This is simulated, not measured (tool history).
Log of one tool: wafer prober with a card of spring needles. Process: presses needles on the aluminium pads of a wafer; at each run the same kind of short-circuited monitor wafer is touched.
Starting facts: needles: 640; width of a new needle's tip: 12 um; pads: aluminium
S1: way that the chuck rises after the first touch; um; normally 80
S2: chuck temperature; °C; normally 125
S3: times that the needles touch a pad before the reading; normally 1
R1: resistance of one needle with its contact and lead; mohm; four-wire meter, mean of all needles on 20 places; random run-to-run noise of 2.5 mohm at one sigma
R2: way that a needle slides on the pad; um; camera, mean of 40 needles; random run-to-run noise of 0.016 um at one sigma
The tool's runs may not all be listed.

run 1 hour=0.0 | S1=80 S2=125 S3=1 | R1=346 R2=15.37
-- hour=4.7 tips cleaned on abrasive film
-- hour=19.8 height of the first contact set anew
-- hour=25.7 tips cleaned on abrasive film
-- hour=44.3 tips cleaned on abrasive film
run 2 hour=49.3 | S1=80 S2=125 S3=1 | R1=326 R2=15.49
-- hour=64.5 tips cleaned on abrasive film
run 3 hour=79.9 | S1=80 S2=125 S3=1 | R1=345 R2=15.47
-- hour=84.6 tips cleaned on abrasive film
-- hour=104.1 tips cleaned on abrasive film
run 4 hour=109.8 | S1=98 S2=125 S3=1 | R1=323 R2=18.91
-- hour=126.0 tips cleaned on abrasive film
run 5 hour=140.6 | S1=98 S2=125 S3=1 | R1=333 R2=18.90
-- hour=147.5 tips cleaned on abrasive film
-- hour=167.2 tips cleaned on abrasive film
-- hour=171.6 height of the first contact set anew
-- hour=189.5 tips cleaned on abrasive film
run 6 hour=200.6 | S1=98 S2=125 S3=1 | R1=328 R2=18.96
-- hour=209.5 tips cleaned on abrasive film
-- hour=231.7 tips cleaned on abrasive film
run 7 hour=245.5 | S1=98 S2=125 S3=1 | R1=332 R2=18.97
-- hour=251.7 tips cleaned on abrasive film
-- hour=273.4 tips cleaned on abrasive film
run 8 hour=278.0 | S1=98 S2=125 S3=1 | R1=312 R2=18.91
-- hour=296.0 tips cleaned on abrasive film
-- hour=316.5 tips cleaned on abrasive film
-- hour=320.2 height of the first contact set anew
-- hour=333.5 tips cleaned on abrasive film, once more
run 9 hour=339.7 | S1=98 S2=125 S3=1 | R1=314 R2=19.00
-- hour=352.6 tips cleaned on abrasive film
run 10 hour=368.5 | S1=98 S2=60 S3=1 | R1=317 R2=18.94
-- hour=372.3 tips cleaned on abrasive film
-- hour=393.6 tips cleaned on abrasive film
-- hour=412.6 tips cleaned on abrasive film
run 11 hour=414.5 | S1=98 S2=60 S3=3 | R1=275 R2=18.93
-- hour=431.5 tips cleaned on abrasive film
run 12 hour=442.4 | S1=98 S2=60 S3=3 | R1=287 R2=18.90
-- hour=452.6 tips cleaned on abrasive film
-- hour=468.5 height of the first contact set anew
-- hour=472.9 tips cleaned on abrasive film
run 13 hour=479.0 | S1=98 S2=60 S3=3 | R1=281 R2=19.01
-- hour=495.5 tips cleaned on abrasive film
-- hour=514.6 tips cleaned on abrasive film
run 14 hour=518.1 | S1=66 S2=125 S3=1 | R1=321 R2=12.74
-- hour=533.9 tips cleaned on abrasive film
run 15 hour=544.8 | S1=66 S2=125 S3=1 | R1=348 R2=12.75
-- hour=552.5 tips cleaned on abrasive film
-- hour=572.1 tips cleaned on abrasive film
run 16 hour=572.1 | S1=63 S2=33 S3=1 | R1=281 R2=12.12

Alternative continuations, all from the tool just after run 16; predict every row:
-- hour=593.1 tips cleaned on abrasive film
-- hour=612.8 tips cleaned on abrasive film
-- hour=617.7 height of the first contact set anew
-- hour=631.9 tips cleaned on abrasive film
run A hour=631.9 | S1=62 S2=125 S3=1 | R1=? R2=?
-- hour=593.1 tips cleaned on abrasive film
-- hour=612.8 tips cleaned on abrasive film
-- hour=617.7 height of the first contact set anew
-- hour=631.9 tips cleaned on abrasive film
run B hour=631.9 | S1=80 S2=34 S3=3 | R1=? R2=?
-- hour=593.1 tips cleaned on abrasive film
-- hour=612.8 tips cleaned on abrasive film
-- hour=617.7 height of the first contact set anew
-- hour=631.9 tips cleaned on abrasive film
run C hour=631.9 | S1=61 S2=29 S3=1 | R1=? R2=?
-- hour=593.1 tips cleaned on abrasive film
-- hour=612.8 tips cleaned on abrasive film
-- hour=617.7 height of the first contact set anew
-- hour=631.9 tips cleaned on abrasive film
run D hour=631.9 | S1=68 S2=72 S3=1 | R1=? R2=?
-- hour=593.1 tips cleaned on abrasive film
-- hour=612.8 tips cleaned on abrasive film
-- hour=617.7 height of the first contact set anew
-- hour=631.9 tips cleaned on abrasive film
run E hour=631.9 | S1=80 S2=33 S3=1 | R1=? R2=?

run=A R1=306 R2=12.03
run=B R1=270 R2=15.50
run=C R1=275 R2=11.83
run=D R1=285 R2=13.17
run=E R1=268 R2=15.49
What these runs would have given with no unlogged condition in the tool:
run=A R1=298 R2=12.05
run=B R1=268 R2=15.52
run=C R1=266 R2=11.85
run=D R1=278 R2=13.19
run=E R1=263 R2=15.51

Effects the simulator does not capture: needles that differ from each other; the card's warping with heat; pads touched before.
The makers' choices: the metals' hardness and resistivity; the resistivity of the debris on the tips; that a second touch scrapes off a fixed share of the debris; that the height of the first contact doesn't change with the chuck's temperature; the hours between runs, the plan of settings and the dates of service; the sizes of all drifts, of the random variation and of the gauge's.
